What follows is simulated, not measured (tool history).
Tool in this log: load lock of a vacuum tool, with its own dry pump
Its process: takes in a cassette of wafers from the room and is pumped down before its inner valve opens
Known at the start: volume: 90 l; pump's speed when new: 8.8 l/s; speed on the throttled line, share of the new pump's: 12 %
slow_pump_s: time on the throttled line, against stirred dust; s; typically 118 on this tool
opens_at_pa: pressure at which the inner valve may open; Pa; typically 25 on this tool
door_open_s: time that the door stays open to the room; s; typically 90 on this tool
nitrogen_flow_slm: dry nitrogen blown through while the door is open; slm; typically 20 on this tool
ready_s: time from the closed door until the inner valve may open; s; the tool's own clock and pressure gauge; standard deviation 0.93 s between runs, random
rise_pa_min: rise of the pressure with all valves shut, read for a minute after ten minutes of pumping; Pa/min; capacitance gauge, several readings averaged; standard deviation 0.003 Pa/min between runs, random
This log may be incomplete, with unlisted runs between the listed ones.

run,day,slow_pump_s,opens_at_pa,door_open_s,nitrogen_flow_slm,"incoming humidity of the room's air, %",ready_s,rise_pa_min
1,0,118,25,90,20,45.8,195.4,0.062
2,25.388,118,25,90,25,45.6,194.1,0.063
3,49.396,118,25,90,25,44.9,197.4,0.071
4,64.3,152,25,90,20,45.8,225.1,0.075
5,81.146,152,25,167,20,47.2,225.5,0.08
6,93.967,152,25,167,20,41.3,227,0.081
7,111.783,118,25,90,7,42.3,196,0.087
8,129.392,118,25,90,7,47.2,194.8,0.089
9,141.5,118,25,90,7,45.6,197,0.093
10,153.867,118,25,90,7,45.3,198.9,0.094
11,171.183,118,25,90,7,44.7,198.5,0.094
12,189.275,118,25,90,7,42.4,198.4,0.095
13,205.371,118,25,90,7,47.6,199.9,0.103
14,220.654,118,25,90,7,47.2,197.9,0.102
15,246.392,118,25,90,7,47.4,198.8,0.106
16,268.962,118,25,90,7,45.9,200.8,0.105
17,282.304,118,25,90,7,41.7,199.8,0.104
18,307.062,118,25,90,20,46.2,188.9,0.09
19,319.558,118,25,90,20,43.5,191.4,0.103
20,337.017,118,48,90,20,43.7,184,0.095
21,359.371,118,21,90,20,43.9,192.1,0.099
22,379.358,113,26,29,8,47.1,186.9,0.099
23,397.412,115,43,45,10,44.6,182.4,0.11
24,415.683,115,43,45,10,47.5,185.4,0.106
25,433.896,115,43,45,10,44.6,182.8,0.104
26,453.304,115,43,45,10,44.6,183.6,0.113
27,477.358,115,43,45,10,46,184.9,0.115
28,500.567,228,18,37,9,47.4,296.8,0.122
29,519.829,94,37,211,21,43.8,168.1,0.122
30,541.304,212,28,31,24,45.3,275.4,0.107
31,566.788,218,44,53,41,43.9,276.4,0.102
32,581.212,210,25,197,43,45.3,276,0.12
33,599.883,210,25,197,43,46.2,274.3,0.121
34,615.95,150,37,90,20,45.3,219,0.124
35,631.946,150,37,90,20,48,220.4,0.13
36,644.892,122,26,90,6,45.3,197.3,0.142

Withheld: 1 entry from between the runs. Position of each, and hidden state at the listed run before versus the listed run after:
Logged between run 17 and run 18: dry pump taken out, an overhauled one fitted (day 289.925)
  pump's speed, % of a new pump's: 86.9 -> 99.5; leak at the door's seal, Pa l/s: 0.1111 -> 0.115
  measured minus no-state result, ready_s: +10.7 -> +0.3 s; rise_pa_min: +0.073 -> +0.076 Pa/min
